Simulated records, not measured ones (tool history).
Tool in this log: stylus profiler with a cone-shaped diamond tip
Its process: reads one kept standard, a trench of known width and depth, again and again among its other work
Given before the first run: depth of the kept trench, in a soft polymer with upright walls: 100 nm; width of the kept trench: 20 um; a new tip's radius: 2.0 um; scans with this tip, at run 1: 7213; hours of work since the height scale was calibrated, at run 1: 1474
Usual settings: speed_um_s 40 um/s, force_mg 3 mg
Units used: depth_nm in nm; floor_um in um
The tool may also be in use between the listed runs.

run	hour	speed_um_s	force_mg	scans with this tip	hours of work since the height scale was calibrated	depth_nm	floor_um
1	0	40	3	7213	1474	100.13	18.03
2	15.2	40	3	7268	1486	100.16	18.04
3	29.7	40	3	7321	1496	100.12	17.99
4	42.1	40	3	7367	1506	100.26	18.06
5	57.4	40	3	7422	1517	100.12	17.98
6	65.5	40	3	7452	1523	99.99	17.99
7	76.8	40	8.14	7493	1531	100.91	18.03
8	91	40	8.14	7545	1542	100.95	18.1
9	98.8	40	8.14	7573	1548	101.05	18.02
10	105.4	21	8.14	7597	1553	100.82	18.18
11	116.6	40	3	7638	1561	100.17	17.95
12	132.6	40	3	7696	1573	100	17.95
13	146.4	40	3	7746	1583	100.15	17.95
14	159.8	40	3	7795	1593	100.11	17.97
15	173.1	40	3	7843	1603	100.11	17.96
16	181.3	12	3	7873	1609	99.99	18.14
17	188.6	12	3	7900	1615	100.12	18.06
18	200	12	3.24	7941	1623	100.19	18.11
19	213.2	12	3.24	7989	1633	99.96	18.08
20	223.3	18	4.41	8026	1640	100.2	18.06
21	231.5	52	1.72	8056	1647	99.84	17.8
22	239.7	58	3.64	8086	1653	100.26	17.87
23	249.2	58	3.64	8120	1660	100.01	17.8
24	264.7	58	3.64	8177	1671	100.03	17.92
25	278.2	29	6.25	8226	1681	100.74	18.06
26	285.5	29	1.15	8253	1687	99.59	17.84
27	301.3	11	2.02	8310	1698	99.86	18.06
28	317	14	1.13	8367	1710	99.53	18
29	329.4	37	1.01	8412	1719	99.75	17.81
30	344.7	51	1.59	8468	1731	99.59	17.76
31	352.1	11	2.04	8495	1736	99.88	18.03
32	360	14	5.65	8523	1742	100.28	18.02
33	368.1	21	4.59	8553	1748	100.27	18.07
34	382.1	38	3.16	8604	1759	99.98	17.88
35	396.2	23	6.38	8656	1769	100.62	18.05
36	405.7	83	6.54	8690	1776	100.71	17.76
37	419.4	24	2.21	8740	1786	99.78	17.98

Here are 3 independent what-if runs from the current tool condition. What would each one return?
A	426.2	98	3.27	8764	1791	?	?
B	426.2	115	1.25	8764	1791	?	?
C	426.2	34	2.21	8764	1791	?	?

run	depth_nm	floor_um
A	100.19	17.68
B	99.47	17.19
C	99.8	17.92
With no hidden state in the tool, these same runs would have given:
run	depth_nm	floor_um
A	101.09	18.33
B	100.37	17.85
C	100.7	18.58
